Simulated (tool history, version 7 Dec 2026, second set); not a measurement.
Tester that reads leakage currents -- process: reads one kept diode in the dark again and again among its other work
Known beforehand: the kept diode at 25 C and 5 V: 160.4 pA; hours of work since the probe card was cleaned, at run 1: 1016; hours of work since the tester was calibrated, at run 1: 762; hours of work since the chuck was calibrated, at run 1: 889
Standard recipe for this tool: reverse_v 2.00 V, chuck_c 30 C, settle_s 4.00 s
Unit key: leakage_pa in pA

run    hour  reverse_v  chuck_c  settle_s  hours of work since the probe card was cleaned  hours of work since the tester was calibrated  hours of work since the chuck was calibrated  leakage_pa
  1     0.0       2.00       30      4.00                                            1016                                            762                                           889      151.83
  2    71.0       2.00       30      4.00                                            1056                                            802                                           929      152.22
  3   153.5       2.00       30      4.00                                            1103                                            849                                           976      152.03
  4   256.4       2.00       30      4.00                                            1161                                            907                                          1034      151.39
  5   335.4       2.00       30      4.00                                            1206                                            952                                          1079      151.19
  6   422.8       2.00       30      0.31                                            1255                                           1001                                          1128      151.58
  7   554.2       2.00       52      0.31                                            1330                                           1076                                          1203      698.52
  8   644.6       2.00       52      0.31                                            1381                                           1127                                          1254      697.56
  9   804.3       2.00       52      0.31                                            1471                                           1217                                          1344      701.87
 10   915.7       3.03       52      0.31                                            1535                                           1281                                          1408      849.65
 11  1002.9       3.03       52      0.31                                            1584                                           1330                                          1457      847.01
 12  1081.3       3.03       52      0.31                                            1628                                           1374                                          1501      847.88
     1124.1  -- chuck's temperature calibrated
 13  1221.3       3.03       52      0.31                                            1706                                           1453                                            55      855.67
 14  1324.9       6.15       30      3.77                                            1765                                           1511                                           114      259.01
 15  1456.1       6.15       30      1.00                                            1839                                           1585                                           188      260.80
 16  1603.4       6.15       30      1.00                                            1923                                           1669                                           271      258.31
 17  1753.9       6.23       24      3.52                                            2008                                           1754                                           357      163.79
 18  1832.4       6.23       24      3.52                                            2053                                           1799                                           401      165.37
 19  1932.0       8.46       28      3.52                                            2109                                           1855                                           458      258.25
 20  2089.1       5.61       31      4.00                                            2198                                           1944                                           547      265.66
 21  2163.5      14.47       30      2.87                                            2240                                           1986                                           589      388.86
 22  2246.3       8.05       30      0.88                                            2287                                           2033                                           636      294.60
 23  2357.9       1.04       20      0.97                                            2350                                           2096                                           699       51.45
 24  2493.8       8.10       30      9.12                                            2427                                           2173                                           776      294.04
 25  2612.4       8.10       30      9.12                                            2494                                           2240                                           843      294.52
 26  2753.8       1.45       43      0.45                                            2574                                           2321                                           923      330.21

Below are 5 alternative next runs, each starting from the tool's condition after run 26. Predict each:
  A  2838.3      16.31       46      0.45                                            2622                                           2368                                           971           ?
  B  2838.3       2.97       25      0.84                                            2622                                           2368                                           971           ?
  C  2838.3       1.45       24      0.45                                            2622                                           2368                                           971           ?
  D  2838.3       2.16       43      0.44                                            2622                                           2368                                           971           ?
  E  2838.3       1.45       26      0.45                                            2622                                           2368                                           971           ?

run  leakage_pa
  A     1279.23
  B      125.63
  C       83.13
  D      398.46
  E       96.68
Take away the tool's hidden state, keep each run's random variation, and the runs would have read:
run  leakage_pa
  A     1280.30
  B      125.74
  C       83.21
  D      398.81
  E       96.77

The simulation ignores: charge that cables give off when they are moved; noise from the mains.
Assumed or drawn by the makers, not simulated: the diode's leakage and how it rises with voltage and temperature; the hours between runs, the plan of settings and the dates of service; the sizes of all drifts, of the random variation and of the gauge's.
